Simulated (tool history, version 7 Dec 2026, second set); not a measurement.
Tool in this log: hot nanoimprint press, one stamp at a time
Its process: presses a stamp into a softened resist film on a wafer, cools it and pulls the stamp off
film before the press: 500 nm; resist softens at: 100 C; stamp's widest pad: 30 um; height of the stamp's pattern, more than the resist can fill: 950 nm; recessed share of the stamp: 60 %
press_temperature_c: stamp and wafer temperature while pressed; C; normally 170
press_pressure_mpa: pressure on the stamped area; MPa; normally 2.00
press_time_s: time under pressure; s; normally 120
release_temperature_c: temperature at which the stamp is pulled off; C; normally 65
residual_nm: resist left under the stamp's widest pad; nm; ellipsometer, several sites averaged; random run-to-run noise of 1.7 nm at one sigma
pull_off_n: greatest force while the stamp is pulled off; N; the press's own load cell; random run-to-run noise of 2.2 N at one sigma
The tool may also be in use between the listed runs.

Run 1, hour 0.0: usual settings. Result: residual_nm 281.4 nm, pull_off_n 107 N.
Run 2, hour 49.5: usual settings. Result: residual_nm 277.6 nm, pull_off_n 110 N.
Run 3, hour 93.5: usual settings. Result: residual_nm 278.1 nm, pull_off_n 112 N.
Run 4, hour 143.6: usual settings. Result: residual_nm 274.9 nm, pull_off_n 114 N.
Run 5, hour 172.8: usual settings. Result: residual_nm 273.5 nm, pull_off_n 115 N.
Run 6, hour 228.6: usual settings. Result: residual_nm 270.9 nm, pull_off_n 121 N.
Run 7, hour 260.1: usual settings. Result: residual_nm 271.7 nm, pull_off_n 120 N.
At hour 287.0: stamp cleaned and given a new release coat.
Run 8, hour 334.4: usual settings. Result: residual_nm 267.8 nm, pull_off_n 98 N.
Run 9, hour 383.4: usual settings. Result: residual_nm 268.1 nm, pull_off_n 100 N.
Run 10, hour 415.4: usual settings. Result: residual_nm 264.7 nm, pull_off_n 104 N.
Run 11, hour 456.8: usual settings but release_temperature_c 71 C. Result: residual_nm 265.8 nm, pull_off_n 102 N.
Run 12, hour 521.6: usual settings but press_pressure_mpa 2.80 MPa, release_temperature_c 71 C. Result: residual_nm 223.1 nm, pull_off_n 101 N.
Run 13, hour 563.9: usual settings but press_pressure_mpa 2.80 MPa, press_time_s 70 s, release_temperature_c 71 C. Result: residual_nm 265.0 nm, pull_off_n 106 N.
Run 14, hour 608.0: usual settings but press_pressure_mpa 2.80 MPa, press_time_s 70 s, release_temperature_c 71 C. Result: residual_nm 265.6 nm, pull_off_n 104 N.
Run 15, hour 659.4: usual settings but press_pressure_mpa 2.80 MPa, press_time_s 70 s, release_temperature_c 71 C. Result: residual_nm 265.4 nm, pull_off_n 106 N.
Run 16, hour 704.4: usual settings but press_pressure_mpa 2.80 MPa, press_time_s 70 s, release_temperature_c 71 C. Result: residual_nm 260.0 nm, pull_off_n 111 N.
Run 17, hour 765.1: usual settings but press_temperature_c 176 C, press_pressure_mpa 1.44 MPa, press_time_s 66 s. Result: residual_nm 281.2 nm, pull_off_n 120 N.
Run 18, hour 800.2: usual settings but press_temperature_c 176 C, press_pressure_mpa 1.44 MPa, press_time_s 66 s. Result: residual_nm 278.0 nm, pull_off_n 119 N.
At hour 820.3: plate thermocouple calibrated.
At hour 831.8: stamp cleaned and given a new release coat.
Run 19, hour 838.5: usual settings but press_temperature_c 167 C, press_pressure_mpa 1.55 MPa, press_time_s 106 s, release_temperature_c 51 C. Result: residual_nm 369.7 nm, pull_off_n 104 N.
Run 20, hour 888.5: usual settings but press_temperature_c 177 C, press_pressure_mpa 1.86 MPa, press_time_s 77 s, release_temperature_c 64 C. Result: residual_nm 250.0 nm, pull_off_n 97 N.
Run 21, hour 945.6: usual settings but press_pressure_mpa 1.62 MPa, release_temperature_c 67 C. Result: residual_nm 312.6 nm, pull_off_n 97 N.
Run 22, hour 1014.1: usual settings but press_temperature_c 165 C, press_pressure_mpa 1.72 MPa. Result: residual_nm 362.2 nm, pull_off_n 103 N.
Run 23, hour 1063.4: usual settings but press_temperature_c 165 C, press_pressure_mpa 1.72 MPa. Result: residual_nm 361.5 nm, pull_off_n 112 N.
Run 24, hour 1114.8: usual settings but press_temperature_c 165 C, press_pressure_mpa 1.72 MPa. Result: residual_nm 360.8 nm, pull_off_n 111 N.
Run 25, hour 1154.6: usual settings but press_temperature_c 167 C, press_pressure_mpa 2.67 MPa. Result: residual_nm 280.0 nm, pull_off_n 108 N.
At hour 1183.9: press's hydraulic seals changed and the load cell set to zero.
Run 26, hour 1224.5: usual settings but press_temperature_c 159 C, press_time_s 160 s. Result: residual_nm 380.9 nm, pull_off_n 119 N.
Run 27, hour 1267.4: usual settings but press_temperature_c 179 C, press_pressure_mpa 2.19 MPa. Result: residual_nm 167.5 nm, pull_off_n 111 N.
Run 28, hour 1305.7: usual settings but press_pressure_mpa 3.06 MPa, press_time_s 106 s. Result: residual_nm 217.1 nm, pull_off_n 116 N.
Run 29, hour 1334.0: usual settings but press_temperature_c 180 C, press_pressure_mpa 1.59 MPa, release_temperature_c 63 C. Result: residual_nm 187.9 nm, pull_off_n 116 N.
At hour 1376.9: stamp cleaned and given a new release coat.
Run 30, hour 1378.2: usual settings but press_temperature_c 180 C, press_pressure_mpa 1.59 MPa, release_temperature_c 63 C. Result: residual_nm 186.3 nm, pull_off_n 96 N.
Run 31, hour 1436.2: usual settings but press_temperature_c 176 C, press_pressure_mpa 3.17 MPa. Result: residual_nm 151.8 nm, pull_off_n 102 N.

Forecast each of these 3 alternatives for the next run:
Run A, hour 1488.8: usual settings but press_temperature_c 176 C, press_pressure_mpa 1.33 MPa, press_time_s 113 s. Result: residual_nm ?, pull_off_n ?.
Run B, hour 1488.8: usual settings but press_time_s 170 s, release_temperature_c 56 C. Result: residual_nm ?, pull_off_n ?.
Run C, hour 1488.8: usual settings but press_temperature_c 176 C, release_temperature_c 70 C. Result: residual_nm ?, pull_off_n ?.

run  residual_nm  pull_off_n
  A        246.7         101
  B        228.9         108
  C        195.1          93
Stripped of hidden state, with their random variation kept, the same runs would have yielded:
run  residual_nm  pull_off_n
  A        265.5          97
  B        248.3         104
  C        211.0          90

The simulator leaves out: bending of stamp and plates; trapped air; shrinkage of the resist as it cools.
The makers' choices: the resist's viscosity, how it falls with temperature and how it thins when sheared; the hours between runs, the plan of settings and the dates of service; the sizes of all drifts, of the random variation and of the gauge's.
